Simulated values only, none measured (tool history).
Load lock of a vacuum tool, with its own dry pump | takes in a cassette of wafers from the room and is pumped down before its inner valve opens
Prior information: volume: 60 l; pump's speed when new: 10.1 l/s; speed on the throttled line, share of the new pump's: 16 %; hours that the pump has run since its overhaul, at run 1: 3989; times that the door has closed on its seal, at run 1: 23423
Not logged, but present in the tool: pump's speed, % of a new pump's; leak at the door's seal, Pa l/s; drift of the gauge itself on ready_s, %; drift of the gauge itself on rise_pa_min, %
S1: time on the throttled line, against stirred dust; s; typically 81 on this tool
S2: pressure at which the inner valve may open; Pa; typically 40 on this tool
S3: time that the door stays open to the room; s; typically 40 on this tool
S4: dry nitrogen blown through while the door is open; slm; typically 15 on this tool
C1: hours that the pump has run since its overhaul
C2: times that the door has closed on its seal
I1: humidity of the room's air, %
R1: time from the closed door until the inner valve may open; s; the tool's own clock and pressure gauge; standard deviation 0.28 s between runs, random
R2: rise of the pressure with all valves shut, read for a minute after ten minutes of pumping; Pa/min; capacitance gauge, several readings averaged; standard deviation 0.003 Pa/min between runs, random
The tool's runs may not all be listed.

Run 1, hour 0.0: usual settings; C1 3989; C2 23423; I1 43.5. Result: R1 117.6 s, R2 0.184 Pa/min.
Run 2, hour 81.7: usual settings but S2 55 Pa; C1 4071; C2 23669; I1 49.3. Result: R1 114.7 s, R2 0.195 Pa/min.
Run 3, hour 183.3: usual settings but S2 55 Pa; C1 4172; C2 23976; I1 42.5. Result: R1 115.6 s, R2 0.190 Pa/min.
Run 4, hour 272.8: usual settings but S2 55 Pa; C1 4262; C2 24245; I1 45.0. Result: R1 115.1 s, R2 0.203 Pa/min.
Run 5, hour 371.9: usual settings but S3 139 s; C1 4361; C2 24544; I1 44.8. Result: R1 116.9 s, R2 0.248 Pa/min.
Run 6, hour 420.7: usual settings but S3 139 s; C1 4410; C2 24691; I1 46.3. Result: R1 116.8 s, R2 0.251 Pa/min.
Run 7, hour 481.0: usual settings but S3 139 s; C1 4470; C2 24872; I1 46.0. Result: R1 117.7 s, R2 0.256 Pa/min.
Run 8, hour 584.8: usual settings but S3 139 s, S4 33 slm; C1 4574; C2 25185; I1 44.1. Result: R1 117.4 s, R2 0.238 Pa/min.
Run 9, hour 659.9: usual settings but S3 59 s; C1 4649; C2 25411; I1 44.5. Result: R1 117.7 s, R2 0.221 Pa/min.
Run 10, hour 740.4: usual settings; C1 4729; C2 25654; I1 45.0. Result: R1 117.7 s, R2 0.214 Pa/min.
Run 11, hour 787.4: usual settings; C1 4776; C2 25795; I1 47.4. Result: R1 117.0 s, R2 0.227 Pa/min.
Run 12, hour 884.3: usual settings; C1 4873; C2 26087; I1 44.4. Result: R1 117.2 s, R2 0.229 Pa/min.
Run 13, hour 945.2: usual settings; C1 4934; C2 26271; I1 46.0. Result: R1 117.0 s, R2 0.229 Pa/min.
Run 14, hour 1019.5: usual settings but S4 8 slm; C1 5008; C2 26494; I1 45.9. Result: R1 117.1 s, R2 0.233 Pa/min.
Run 15, hour 1086.5: usual settings but S4 8 slm; C1 5076; C2 26696; I1 46.2. Result: R1 117.3 s, R2 0.236 Pa/min.
Run 16, hour 1145.0: usual settings but S4 41 slm; C1 5134; C2 26873; I1 44.8. Result: R1 117.8 s, R2 0.221 Pa/min.
Run 17, hour 1189.6: usual settings but S4 41 slm; C1 5179; C2 27007; I1 44.2. Result: R1 117.5 s, R2 0.220 Pa/min.
Run 18, hour 1237.7: usual settings but S1 69 s, S2 57 Pa; C1 5227; C2 27152; I1 47.9. Result: R1 105.3 s, R2 0.241 Pa/min.
Run 19, hour 1290.3: usual settings but S4 19 slm; C1 5279; C2 27310; I1 46.1. Result: R1 117.6 s, R2 0.235 Pa/min.
Run 20, hour 1339.0: usual settings but S2 32 Pa, S4 19 slm; C1 5328; C2 27457; I1 46.1. Result: R1 118.9 s, R2 0.232 Pa/min.
Run 21, hour 1412.3: usual settings but S3 101 s, S4 5 slm; C1 5401; C2 27678; I1 45.2. Result: R1 117.2 s, R2 0.293 Pa/min.
Run 22, hour 1500.2: usual settings but S1 161 s, S2 54 Pa, S3 30 s, S4 26 slm; C1 5489; C2 27943; I1 45.6. Result: R1 182.5 s, R2 0.232 Pa/min.
Run 23, hour 1602.3: usual settings but S1 45 s, S2 73 Pa, S3 49 s, S4 8 slm; C1 5591; C2 28250; I1 40.9. Result: R1 83.3 s, R2 0.252 Pa/min.

What if the next run were any one of these 5? Each begins from the tool's condition after run 23:
Run A, hour 1681.9: usual settings but S2 30 Pa; C1 5671; C2 28490; I1 44.7. Result: R1 ?, R2 ?.
Run B, hour 1681.9: usual settings but S1 98 s; C1 5671; C2 28490; I1 44.9. Result: R1 ?, R2 ?.
Run C, hour 1681.9: usual settings but S2 32 Pa; C1 5671; C2 28490; I1 47.0. Result: R1 ?, R2 ?.
Run D, hour 1681.9: usual settings but S1 52 s, S2 59 Pa, S3 31 s; C1 5671; C2 28490; I1 42.0. Result: R1 ?, R2 ?.
Run E, hour 1681.9: usual settings but S1 41 s, S2 73 Pa, S3 159 s, S4 8 slm; C1 5671; C2 28490; I1 48.5. Result: R1 ?, R2 ?.

run     R1     R2
  A  119.4  0.253
  B  131.6  0.253
  C  119.3  0.245
  D   90.5  0.241
  E   80.3  0.326
With the hidden condition removed and each run's random variation left untouched, the same runs would have given:
run     R1     R2
  A  116.8  0.033
  B  129.4  0.038
  C  116.8  0.032
  D   87.9  0.025
  E   77.7  0.106
